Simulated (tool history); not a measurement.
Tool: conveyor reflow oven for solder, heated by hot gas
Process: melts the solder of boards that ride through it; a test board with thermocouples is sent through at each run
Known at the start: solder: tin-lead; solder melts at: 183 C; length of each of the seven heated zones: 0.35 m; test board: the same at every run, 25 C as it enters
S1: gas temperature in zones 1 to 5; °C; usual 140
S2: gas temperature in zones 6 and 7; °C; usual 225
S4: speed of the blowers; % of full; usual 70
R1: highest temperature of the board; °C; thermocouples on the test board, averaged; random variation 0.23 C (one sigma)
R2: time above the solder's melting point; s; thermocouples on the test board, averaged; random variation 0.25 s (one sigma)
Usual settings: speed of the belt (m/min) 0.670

{"run": 1, "hour": 0.0, "S1": 140, "S2": 225, "speed of the belt (m/min)": 0.67, "S4": 70, "R1": 206.8, "R2": 39.5}
{"run": 2, "hour": 37.5, "S1": 140, "S2": 225, "speed of the belt (m/min)": 0.67, "S4": 70, "R1": 207.0, "R2": 39.7}
{"run": 3, "hour": 92.7, "S1": 140, "S2": 225, "speed of the belt (m/min)": 0.67, "S4": 70, "R1": 206.2, "R2": 39.4}
{"run": 4, "hour": 152.5, "S1": 140, "S2": 225, "speed of the belt (m/min)": 0.67, "S4": 70, "R1": 205.5, "R2": 38.6}
{"run": 5, "hour": 198.6, "S1": 140, "S2": 225, "speed of the belt (m/min)": 0.67, "S4": 70, "R1": 205.7, "R2": 37.9}
{"run": 6, "hour": 262.7, "S1": 140, "S2": 225, "speed of the belt (m/min)": 0.67, "S4": 70, "R1": 205.2, "R2": 37.8}
{"run": 7, "hour": 322.4, "S1": 140, "S2": 225, "speed of the belt (m/min)": 0.67, "S4": 70, "R1": 204.8, "R2": 37.1}
{"run": 8, "hour": 374.7, "S1": 140, "S2": 225, "speed of the belt (m/min)": 0.67, "S4": 70, "R1": 204.6, "R2": 37.0}
{"run": 9, "hour": 413.6, "S1": 140, "S2": 232, "speed of the belt (m/min)": 0.67, "S4": 70, "R1": 209.8, "R2": 42.0}
{"hour": 456.8, "done": "flux residue cleaned out of gas plates and filters"}
{"run": 10, "hour": 459.3, "S1": 140, "S2": 225, "speed of the belt (m/min)": 0.67, "S4": 67, "R1": 203.5, "R2": 34.9}
{"run": 11, "hour": 507.2, "S1": 140, "S2": 225, "speed of the belt (m/min)": 0.67, "S4": 67, "R1": 203.0, "R2": 34.4}
{"run": 12, "hour": 557.7, "S1": 140, "S2": 225, "speed of the belt (m/min)": 0.67, "S4": 70, "R1": 203.1, "R2": 34.8}
{"run": 13, "hour": 604.4, "S1": 153, "S2": 225, "speed of the belt (m/min)": 0.67, "S4": 70, "R1": 206.1, "R2": 42.1}
{"run": 14, "hour": 641.2, "S1": 153, "S2": 225, "speed of the belt (m/min)": 0.67, "S4": 70, "R1": 205.4, "R2": 42.3}
{"hour": 671.7, "done": "flux residue cleaned out of gas plates and filters, once more"}
{"run": 15, "hour": 673.7, "S1": 153, "S2": 225, "speed of the belt (m/min)": 0.67, "S4": 70, "R1": 210.7, "R2": 48.1}
{"run": 16, "hour": 709.6, "S1": 153, "S2": 225, "speed of the belt (m/min)": 0.67, "S4": 70, "R1": 210.9, "R2": 48.2}
{"hour": 732.9, "done": "thermocouples of zones 6 and 7 changed"}
{"run": 17, "hour": 752.2, "S1": 153, "S2": 225, "speed of the belt (m/min)": 0.67, "S4": 70, "R1": 211.0, "R2": 48.4}
{"run": 18, "hour": 785.8, "S1": 153, "S2": 225, "speed of the belt (m/min)": 0.67, "S4": 70, "R1": 210.9, "R2": 48.1}
{"run": 19, "hour": 845.3, "S1": 153, "S2": 225, "speed of the belt (m/min)": 0.67, "S4": 70, "R1": 210.5, "R2": 47.8}
{"run": 20, "hour": 876.6, "S1": 150, "S2": 224, "speed of the belt (m/min)": 0.76, "S4": 65, "R1": 204.1, "R2": 35.2}
{"run": 21, "hour": 929.9, "S1": 150, "S2": 224, "speed of the belt (m/min)": 0.76, "S4": 65, "R1": 203.9, "R2": 34.6}
{"run": 22, "hour": 975.7, "S1": 150, "S2": 224, "speed of the belt (m/min)": 0.76, "S4": 65, "R1": 203.7, "R2": 34.3}
{"run": 23, "hour": 1020.8, "S1": 140, "S2": 225, "speed of the belt (m/min)": 0.67, "S4": 64, "R1": 205.7, "R2": 38.4}
{"run": 24, "hour": 1078.5, "S1": 154, "S2": 216, "speed of the belt (m/min)": 0.67, "S4": 72, "R1": 202.4, "R2": 41.2}
{"run": 25, "hour": 1106.8, "S1": 132, "S2": 216, "speed of the belt (m/min)": 0.609, "S4": 70, "R1": 199.9, "R2": 34.9}
{"run": 26, "hour": 1166.5, "S1": 138, "S2": 216, "speed of the belt (m/min)": 0.609, "S4": 70, "R1": 201.1, "R2": 38.2}
{"run": 27, "hour": 1220.4, "S1": 138, "S2": 216, "speed of the belt (m/min)": 0.609, "S4": 70, "R1": 200.8, "R2": 37.0}
{"run": 28, "hour": 1263.5, "S1": 147, "S2": 234, "speed of the belt (m/min)": 0.67, "S4": 64, "R1": 213.3, "R2": 46.9}
{"run": 29, "hour": 1312.2, "S1": 147, "S2": 234, "speed of the belt (m/min)": 0.67, "S4": 64, "R1": 213.0, "R2": 46.3}
{"run": 30, "hour": 1339.9, "S1": 132, "S2": 216, "speed of the belt (m/min)": 0.67, "S4": 64, "R1": 194.8, "R2": 23.5}
{"run": 31, "hour": 1368.7, "S1": 132, "S2": 216, "speed of the belt (m/min)": 0.67, "S4": 62, "R1": 194.3, "R2": 22.4}

Some steps in R1 between neighbouring runs. How much of each would the tool show without its hidden state too (settings, what came in, random variation), and how much is left for the hidden state, with any gauge scatter that isn't in both results?
The hidden state here: heat that the gas passes to the board, % of a clean oven's; belt's true speed, % of the reading; true gas temperature in zones 6 and 7 over the reading, C; drift of the gauge itself on peak_c, C; drift of the gauge itself on liquid_s, %.
Run 9 -> 10: S2 232 -> 225, S4 70 -> 67, flux residue cleaned out of gas plates and filters. R1 -6.3 °C: hidden state -0.6, all else -5.7.
Run 12 -> 13: S1 140 -> 153. R1 +3.0 °C: hidden state +0.6, all else +2.4.
Run 14 -> 15: flux residue cleaned out of gas plates and filters, once more. R1 +5.3 °C: hidden state +5.3, all else +0.0.
Run 19 -> 20: S1 153 -> 150, S2 225 -> 224, speed of the belt (m/min) 0.670 -> 0.760, S4 70 -> 65. R1 -6.4 °C: hidden state -0.3, all else -6.1.
Run 27 -> 28: S1 138 -> 147, S2 216 -> 234, speed of the belt (m/min) 0.609 -> 0.670, S4 70 -> 64. R1 +12.5 °C: hidden state -0.6, all else +13.1.
Run 29 -> 30: S1 147 -> 132, S2 234 -> 216. R1 -18.2 °C: hidden state -0.2, all else -18.0.
